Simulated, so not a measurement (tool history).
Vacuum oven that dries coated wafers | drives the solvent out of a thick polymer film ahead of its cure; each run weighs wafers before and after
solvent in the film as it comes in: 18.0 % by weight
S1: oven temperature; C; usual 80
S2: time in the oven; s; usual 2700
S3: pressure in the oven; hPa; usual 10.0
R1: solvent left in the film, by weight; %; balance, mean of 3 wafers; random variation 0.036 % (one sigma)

{"run": 1, "day": 0.0, "S1": 80, "S2": 2700, "S3": 10.0, "R1": 1.39}
{"run": 2, "day": 0.512, "S1": 80, "S2": 2700, "S3": 10.0, "R1": 1.35}
{"run": 3, "day": 1.329, "S1": 80, "S2": 2700, "S3": 9.6, "R1": 1.34}
{"run": 4, "day": 1.858, "S1": 80, "S2": 2700, "S3": 10.0, "R1": 1.37}
{"run": 5, "day": 2.221, "S1": 80, "S2": 2700, "S3": 10.0, "R1": 1.39}
{"day": 2.346, "done": "vacuum gauge cleaned of residue and calibrated"}
{"run": 6, "day": 2.717, "S1": 80, "S2": 2700, "S3": 10.0, "R1": 1.37}
{"run": 7, "day": 3.238, "S1": 80, "S2": 2700, "S3": 10.0, "R1": 1.38}
{"run": 8, "day": 3.754, "S1": 80, "S2": 2700, "S3": 11.3, "R1": 1.52}
{"day": 3.975, "done": "vacuum gauge cleaned of residue and calibrated, once more"}
{"run": 9, "day": 4.2, "S1": 80, "S2": 2700, "S3": 11.3, "R1": 1.31}
{"run": 10, "day": 4.546, "S1": 80, "S2": 2700, "S3": 11.3, "R1": 1.32}
{"run": 11, "day": 5.038, "S1": 80, "S2": 2100, "S3": 10.0, "R1": 1.89}
{"run": 12, "day": 5.846, "S1": 78, "S2": 3840, "S3": 21.3, "R1": 1.64}
{"run": 13, "day": 6.562, "S1": 78, "S2": 3840, "S3": 21.3, "R1": 1.64}
{"run": 14, "day": 6.908, "S1": 72, "S2": 1680, "S3": 17.2, "R1": 5.67}
{"run": 15, "day": 7.446, "S1": 76, "S2": 2700, "S3": 7.4, "R1": 1.82}
{"run": 16, "day": 7.917, "S1": 90, "S2": 1920, "S3": 7.5, "R1": 0.55}
{"run": 17, "day": 8.338, "S1": 93, "S2": 1500, "S3": 22.0, "R1": 1.09}
{"run": 18, "day": 8.767, "S1": 93, "S2": 1500, "S3": 22.0, "R1": 1.18}

3 ways to go on from here, each from the tool as it stands after run 18. What would each give?
{"run": "A", "day": 9.417, "S1": 75, "S2": 2700, "S3": 13.5, "R1": "?"}
{"run": "B", "day": 9.417, "S1": 76, "S2": 1500, "S3": 14.5, "R1": "?"}
{"run": "C", "day": 9.417, "S1": 93, "S2": 1500, "S3": 6.4, "R1": "?"}

run=A R1=2.45
run=B R1=4.64
run=C R1=0.50
Without the tool's hidden state the same runs would have given:
run=A R1=2.85
run=B R1=5.18
run=C R1=0.63
